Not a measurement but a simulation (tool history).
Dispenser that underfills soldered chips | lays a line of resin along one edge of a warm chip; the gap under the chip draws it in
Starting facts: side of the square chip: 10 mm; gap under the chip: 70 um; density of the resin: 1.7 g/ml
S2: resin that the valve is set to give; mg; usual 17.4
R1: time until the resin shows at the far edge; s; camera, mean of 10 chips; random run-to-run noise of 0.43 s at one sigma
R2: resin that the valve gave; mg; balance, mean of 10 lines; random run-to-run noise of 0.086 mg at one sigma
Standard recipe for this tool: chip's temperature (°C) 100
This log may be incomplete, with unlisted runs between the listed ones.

{"run": 1, "day": 0.0, "chip's temperature (°C)": 100, "S2": 17.4, "R1": 42.9, "R2": 17.33}
{"run": 2, "day": 0.183, "chip's temperature (°C)": 100, "S2": 20.9, "R1": 53.8, "R2": 20.85}
{"day": 0.267, "done": "new syringe of resin"}
{"run": 3, "day": 0.35, "chip's temperature (°C)": 100, "S2": 20.9, "R1": 34.3, "R2": 20.53}
{"run": 4, "day": 0.471, "chip's temperature (°C)": 100, "S2": 20.9, "R1": 40, "R2": 20.9}
{"run": 5, "day": 0.596, "chip's temperature (°C)": 100, "S2": 14.9, "R1": 50.9, "R2": 14.89}
{"day": 0.775, "done": "new syringe of resin"}
{"run": 6, "day": 0.775, "chip's temperature (°C)": 100, "S2": 15.2, "R1": 31.7, "R2": 15.03}
{"run": 7, "day": 0.917, "chip's temperature (°C)": 100, "S2": 15.2, "R1": 38.7, "R2": 15.03}
{"run": 8, "day": 1.021, "chip's temperature (°C)": 100, "S2": 15.2, "R1": 44.2, "R2": 15.19}
{"run": 9, "day": 1.217, "chip's temperature (°C)": 100, "S2": 17.4, "R1": 57.1, "R2": 17.08}
{"day": 1.283, "done": "new syringe of resin"}
{"run": 10, "day": 1.412, "chip's temperature (°C)": 100, "S2": 17.4, "R1": 36.9, "R2": 17.19}
{"run": 11, "day": 1.588, "chip's temperature (°C)": 100, "S2": 17.4, "R1": 46.8, "R2": 16.97}
{"run": 12, "day": 1.692, "chip's temperature (°C)": 100, "S2": 17.4, "R1": 54.6, "R2": 17.08}
{"day": 1.8, "done": "new syringe of resin"}
{"run": 13, "day": 1.8, "chip's temperature (°C)": 100, "S2": 18.4, "R1": 29.8, "R2": 18.09}
{"run": 14, "day": 1.971, "chip's temperature (°C)": 100, "S2": 17.4, "R1": 39.1, "R2": 16.99}
{"run": 15, "day": 2.142, "chip's temperature (°C)": 100, "S2": 17.4, "R1": 49.7, "R2": 16.97}
{"day": 2.308, "done": "new syringe of resin"}
{"run": 16, "day": 2.354, "chip's temperature (°C)": 100, "S2": 17.4, "R1": 32.6, "R2": 16.91}
{"run": 17, "day": 2.475, "chip's temperature (°C)": 100, "S2": 17.4, "R1": 38.6, "R2": 16.86}
{"run": 18, "day": 2.612, "chip's temperature (°C)": 100, "S2": 17.4, "R1": 47.2, "R2": 16.83}
{"run": 19, "day": 2.762, "chip's temperature (°C)": 100, "S2": 17.4, "R1": 56.9, "R2": 16.93}
{"day": 2.825, "done": "new syringe of resin"}
{"run": 20, "day": 2.896, "chip's temperature (°C)": 88, "S2": 16.8, "R1": 51.8, "R2": 16.29}
{"run": 21, "day": 3.1, "chip's temperature (°C)": 88, "S2": 16.8, "R1": 68.3, "R2": 16.35}
{"run": 22, "day": 3.212, "chip's temperature (°C)": 88, "S2": 16.8, "R1": 80.9, "R2": 16.3}
{"day": 3.333, "done": "new syringe of resin"}
{"run": 23, "day": 3.425, "chip's temperature (°C)": 107, "S2": 16.1, "R1": 27.9, "R2": 15.67}
{"run": 24, "day": 3.608, "chip's temperature (°C)": 104, "S2": 20.6, "R1": 38.3, "R2": 19.88}
{"run": 25, "day": 3.775, "chip's temperature (°C)": 104, "S2": 20.6, "R1": 48, "R2": 19.88}
{"day": 3.85, "done": "new syringe of resin"}
{"run": 26, "day": 3.938, "chip's temperature (°C)": 104, "S2": 20.6, "R1": 29.3, "R2": 19.76}
{"run": 27, "day": 4.1, "chip's temperature (°C)": 102, "S2": 17.4, "R1": 41, "R2": 16.86}
{"run": 28, "day": 4.304, "chip's temperature (°C)": 104, "S2": 22.6, "R1": 48, "R2": 21.76}
{"day": 4.354, "done": "new syringe of resin"}
{"run": 29, "day": 4.442, "chip's temperature (°C)": 86, "S2": 17.5, "R1": 57, "R2": 16.84}
{"run": 30, "day": 4.629, "chip's temperature (°C)": 108, "S2": 20.1, "R1": 33.1, "R2": 19.18}
{"run": 31, "day": 4.775, "chip's temperature (°C)": 92, "S2": 20.6, "R1": 71.1, "R2": 19.74}
{"day": 4.871, "done": "new syringe of resin"}
{"run": 32, "day": 4.962, "chip's temperature (°C)": 92, "S2": 20.6, "R1": 44.1, "R2": 19.81}
{"run": 33, "day": 5.183, "chip's temperature (°C)": 92, "S2": 20.6, "R1": 60.5, "R2": 19.7}
{"day": 5.375, "done": "new syringe of resin"}
{"run": 34, "day": 5.421, "chip's temperature (°C)": 105, "S2": 20.7, "R1": 26.8, "R2": 19.71}
{"run": 35, "day": 5.629, "chip's temperature (°C)": 114, "S2": 21.2, "R1": 26.9, "R2": 20.05}

Predict each of these 3 candidate next runs independently; none follows another, all start after run 35:
{"run": "A", "day": 5.792, "chip's temperature (°C)": 89, "S2": 21.2, "R1": "?", "R2": "?"}
{"run": "B", "day": 5.792, "chip's temperature (°C)": 114, "S2": 21.6, "R1": "?", "R2": "?"}
{"run": "C", "day": 5.792, "chip's temperature (°C)": 97, "S2": 21.2, "R1": "?", "R2": "?"}

run=A R1=76.7 R2=20.11
run=B R1=33.2 R2=20.63
run=C R1=58.9 R2=19.99
Had the tool no hidden state, the same runs would have come out as:
run=A R1=43.8 R2=21.2
run=B R1=19 R2=21.74
run=C R1=33.6 R2=21.08

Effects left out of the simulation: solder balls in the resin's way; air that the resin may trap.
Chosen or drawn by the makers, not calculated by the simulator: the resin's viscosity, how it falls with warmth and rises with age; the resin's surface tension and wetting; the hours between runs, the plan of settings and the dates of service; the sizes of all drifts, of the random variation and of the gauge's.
